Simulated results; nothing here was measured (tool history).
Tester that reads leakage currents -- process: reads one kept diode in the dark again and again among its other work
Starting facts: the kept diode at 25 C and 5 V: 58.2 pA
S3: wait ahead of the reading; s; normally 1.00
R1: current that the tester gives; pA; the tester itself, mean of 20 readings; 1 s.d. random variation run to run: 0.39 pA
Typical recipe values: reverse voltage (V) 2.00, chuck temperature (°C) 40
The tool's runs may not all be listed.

{"run": 1, "day": 0.0, "reverse voltage (V)": 2.0, "chuck temperature (°C)": 40, "S3": 1.0, "R1": 123.69}
{"day": 7.342, "done": "tester calibrated"}
{"run": 2, "day": 9.821, "reverse voltage (V)": 2.0, "chuck temperature (°C)": 40, "S3": 1.0, "R1": 124.33}
{"run": 3, "day": 14.062, "reverse voltage (V)": 10.37, "chuck temperature (°C)": 40, "S3": 1.0, "R1": 301.95}
{"run": 4, "day": 18.758, "reverse voltage (V)": 1.29, "chuck temperature (°C)": 40, "S3": 1.0, "R1": 96.85}
{"run": 5, "day": 23.779, "reverse voltage (V)": 2.0, "chuck temperature (°C)": 40, "S3": 4.86, "R1": 122.28}
{"run": 6, "day": 28.5, "reverse voltage (V)": 2.0, "chuck temperature (°C)": 40, "S3": 4.86, "R1": 121.09}
{"run": 7, "day": 34.292, "reverse voltage (V)": 2.0, "chuck temperature (°C)": 40, "S3": 4.86, "R1": 120.52}
{"run": 8, "day": 41.75, "reverse voltage (V)": 2.0, "chuck temperature (°C)": 41, "S3": 4.86, "R1": 130.83}
{"run": 9, "day": 47.167, "reverse voltage (V)": 2.0, "chuck temperature (°C)": 41, "S3": 4.86, "R1": 129.71}
{"run": 10, "day": 55.817, "reverse voltage (V)": 2.0, "chuck temperature (°C)": 40, "S3": 1.0, "R1": 119.6}
{"run": 11, "day": 62.538, "reverse voltage (V)": 2.0, "chuck temperature (°C)": 40, "S3": 1.0, "R1": 119.21}
{"run": 12, "day": 71.225, "reverse voltage (V)": 2.0, "chuck temperature (°C)": 40, "S3": 1.0, "R1": 118.78}
{"run": 13, "day": 78.667, "reverse voltage (V)": 2.0, "chuck temperature (°C)": 40, "S3": 1.0, "R1": 118.6}
{"run": 14, "day": 83.038, "reverse voltage (V)": 2.0, "chuck temperature (°C)": 40, "S3": 1.0, "R1": 117.29}
{"run": 15, "day": 87.129, "reverse voltage (V)": 2.0, "chuck temperature (°C)": 40, "S3": 1.0, "R1": 117.11}
{"run": 16, "day": 92.658, "reverse voltage (V)": 2.0, "chuck temperature (°C)": 40, "S3": 1.0, "R1": 116.65}
{"run": 17, "day": 100.217, "reverse voltage (V)": 2.0, "chuck temperature (°C)": 40, "S3": 1.0, "R1": 115.62}
{"run": 18, "day": 105.3, "reverse voltage (V)": 2.0, "chuck temperature (°C)": 40, "S3": 1.0, "R1": 115.35}
{"run": 19, "day": 113.596, "reverse voltage (V)": 5.81, "chuck temperature (°C)": 28, "S3": 1.75, "R1": 76.69}
{"run": 20, "day": 121.967, "reverse voltage (V)": 5.81, "chuck temperature (°C)": 42, "S3": 1.79, "R1": 238.44}
{"day": 129.125, "done": "chuck's temperature calibrated"}
{"run": 21, "day": 130.346, "reverse voltage (V)": 5.81, "chuck temperature (°C)": 23, "S3": 0.44, "R1": 61.75}
{"run": 22, "day": 136.738, "reverse voltage (V)": 2.0, "chuck temperature (°C)": 24, "S3": 1.53, "R1": 34.54}
{"run": 23, "day": 141.008, "reverse voltage (V)": 1.54, "chuck temperature (°C)": 24, "S3": 2.87, "R1": 29.75}
{"run": 24, "day": 145.275, "reverse voltage (V)": 1.54, "chuck temperature (°C)": 24, "S3": 2.87, "R1": 29.51}
{"run": 25, "day": 150.954, "reverse voltage (V)": 1.13, "chuck temperature (°C)": 37, "S3": 2.87, "R1": 73.17}
{"run": 26, "day": 157.425, "reverse voltage (V)": 2.0, "chuck temperature (°C)": 40, "S3": 0.47, "R1": 127.45}
{"run": 27, "day": 162.521, "reverse voltage (V)": 2.0, "chuck temperature (°C)": 40, "S3": 0.47, "R1": 127.41}
{"run": 28, "day": 171.175, "reverse voltage (V)": 2.0, "chuck temperature (°C)": 40, "S3": 0.47, "R1": 127.83}
{"run": 29, "day": 177.45, "reverse voltage (V)": 2.0, "chuck temperature (°C)": 40, "S3": 0.47, "R1": 126.36}
{"run": 30, "day": 182.488, "reverse voltage (V)": 2.0, "chuck temperature (°C)": 59, "S3": 0.47, "R1": 527.33}
{"day": 185.792, "done": "probe card cleaned and baked"}
{"day": 190.417, "done": "tester calibrated"}
{"run": 31, "day": 190.417, "reverse voltage (V)": 1.44, "chuck temperature (°C)": 34, "S3": 1.38, "R1": 63.44}
{"run": 32, "day": 197.621, "reverse voltage (V)": 1.44, "chuck temperature (°C)": 34, "S3": 1.38, "R1": 62.45}
{"run": 33, "day": 204.767, "reverse voltage (V)": 1.44, "chuck temperature (°C)": 34, "S3": 1.38, "R1": 61.96}
{"run": 34, "day": 208.779, "reverse voltage (V)": 5.08, "chuck temperature (°C)": 28, "S3": 0.5, "R1": 76.15}
{"run": 35, "day": 214.562, "reverse voltage (V)": 5.08, "chuck temperature (°C)": 28, "S3": 0.5, "R1": 75.55}
{"run": 36, "day": 219.079, "reverse voltage (V)": 2.0, "chuck temperature (°C)": 40, "S3": 0.89, "R1": 121.28}

3 ways to go on from here, each from the tool as it stands after run 36. What would each give?
{"run": "A", "day": 224.329, "reverse voltage (V)": 2.0, "chuck temperature (°C)": 40, "S3": 0.77, "R1": "?"}
{"run": "B", "day": 224.329, "reverse voltage (V)": 2.0, "chuck temperature (°C)": 33, "S3": 0.31, "R1": "?"}
{"run": "C", "day": 224.329, "reverse voltage (V)": 3.06, "chuck temperature (°C)": 36, "S3": 4.52, "R1": "?"}

run=A R1=120.36
run=B R1=68.87
run=C R1=108.53
What these runs would have given with no unlogged condition in the tool:
run=A R1=128.13
run=B R1=73.28
run=C R1=115.54
